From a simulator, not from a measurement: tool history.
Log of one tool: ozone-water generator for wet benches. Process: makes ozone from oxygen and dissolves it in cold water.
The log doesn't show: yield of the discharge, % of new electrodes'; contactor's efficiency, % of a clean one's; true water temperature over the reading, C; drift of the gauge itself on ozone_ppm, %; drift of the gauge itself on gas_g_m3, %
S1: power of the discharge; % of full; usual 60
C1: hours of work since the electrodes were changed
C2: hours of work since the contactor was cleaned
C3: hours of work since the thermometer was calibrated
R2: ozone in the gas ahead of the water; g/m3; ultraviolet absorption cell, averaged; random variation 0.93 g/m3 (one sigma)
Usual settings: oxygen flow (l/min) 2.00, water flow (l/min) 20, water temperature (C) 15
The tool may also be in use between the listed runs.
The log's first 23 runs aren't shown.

{"run": 24, "hour": 1805.9, "S1": 60, "oxygen flow (l/min)": 2.0, "water flow (l/min)": 20, "water temperature (C)": 11, "C1": 5271, "C2": 297, "C3": 2146, "dissolved ozone (ppm)": 8.6, "R2": 142.4}
{"run": 25, "hour": 1896.7, "S1": 60, "oxygen flow (l/min)": 2.0, "water flow (l/min)": 20, "water temperature (C)": 11, "C1": 5362, "C2": 387, "C3": 2237, "dissolved ozone (ppm)": 8.9, "R2": 140.5}
{"run": 26, "hour": 1956.0, "S1": 60, "oxygen flow (l/min)": 1.89, "water flow (l/min)": 20, "water temperature (C)": 11, "C1": 5421, "C2": 447, "C3": 2296, "dissolved ozone (ppm)": 8.5, "R2": 145.8}
{"run": 27, "hour": 2022.6, "S1": 60, "oxygen flow (l/min)": 2.66, "water flow (l/min)": 15, "water temperature (C)": 15, "C1": 5487, "C2": 513, "C3": 2363, "dissolved ozone (ppm)": 11.4, "R2": 120.3}
{"run": 28, "hour": 2083.8, "S1": 40, "oxygen flow (l/min)": 3.07, "water flow (l/min)": 20, "water temperature (C)": 15, "C1": 5548, "C2": 574, "C3": 2424, "dissolved ozone (ppm)": 7.0, "R2": 84.9}
{"run": 29, "hour": 2165.4, "S1": 40, "oxygen flow (l/min)": 2.0, "water flow (l/min)": 20, "water temperature (C)": 19, "C1": 5630, "C2": 656, "C3": 2505, "dissolved ozone (ppm)": 6.5, "R2": 111.0}
{"run": 30, "hour": 2228.0, "S1": 40, "oxygen flow (l/min)": 2.0, "water flow (l/min)": 20, "water temperature (C)": 19, "C1": 5692, "C2": 718, "C3": 2568, "dissolved ozone (ppm)": 6.6, "R2": 110.4}
{"run": 31, "hour": 2320.3, "S1": 51, "oxygen flow (l/min)": 2.0, "water flow (l/min)": 20, "water temperature (C)": 20, "C1": 5785, "C2": 810, "C3": 2660, "dissolved ozone (ppm)": 7.4, "R2": 126.9}
{"run": 32, "hour": 2393.8, "S1": 51, "oxygen flow (l/min)": 2.0, "water flow (l/min)": 20, "water temperature (C)": 20, "C1": 5858, "C2": 884, "C3": 2733, "dissolved ozone (ppm)": 7.5, "R2": 127.9}
{"run": 33, "hour": 2497.5, "S1": 51, "oxygen flow (l/min)": 2.0, "water flow (l/min)": 20, "water temperature (C)": 20, "C1": 5962, "C2": 987, "C3": 2837, "dissolved ozone (ppm)": 7.4, "R2": 126.7}

Forecast each of these 4 alternatives for the next run:
{"run": "A", "hour": 2552.6, "S1": 51, "oxygen flow (l/min)": 2.0, "water flow (l/min)": 20, "water temperature (C)": 15, "C1": 6017, "C2": 1043, "C3": 2892, "dissolved ozone (ppm)": "?", "R2": "?"}
{"run": "B", "hour": 2552.6, "S1": 60, "oxygen flow (l/min)": 2.0, "water flow (l/min)": 20, "water temperature (C)": 12, "C1": 6017, "C2": 1043, "C3": 2892, "dissolved ozone (ppm)": "?", "R2": "?"}
{"run": "C", "hour": 2552.6, "S1": 68, "oxygen flow (l/min)": 2.0, "water flow (l/min)": 14, "water temperature (C)": 22, "C1": 6017, "C2": 1043, "C3": 2892, "dissolved ozone (ppm)": "?", "R2": "?"}
{"run": "D", "hour": 2552.6, "S1": 60, "oxygen flow (l/min)": 2.0, "water flow (l/min)": 20, "water temperature (C)": 12, "C1": 6017, "C2": 1043, "C3": 2892, "dissolved ozone (ppm)": "?", "R2": "?"}

run=A dissolved_ozone_(ppm)=7.7 R2=126.5
run=B dissolved_ozone_(ppm)=8.5 R2=138.1
run=C dissolved_ozone_(ppm)=11.8 R2=149.7
run=D dissolved_ozone_(ppm)=8.5 R2=138.6
Without the tool's hidden state the same runs would have given:
run=A dissolved_ozone_(ppm)=8.6 R2=141.3
run=B dissolved_ozone_(ppm)=9.7 R2=156.5
run=C dissolved_ozone_(ppm)=13.6 R2=171.2
run=D dissolved_ozone_(ppm)=9.7 R2=156.9
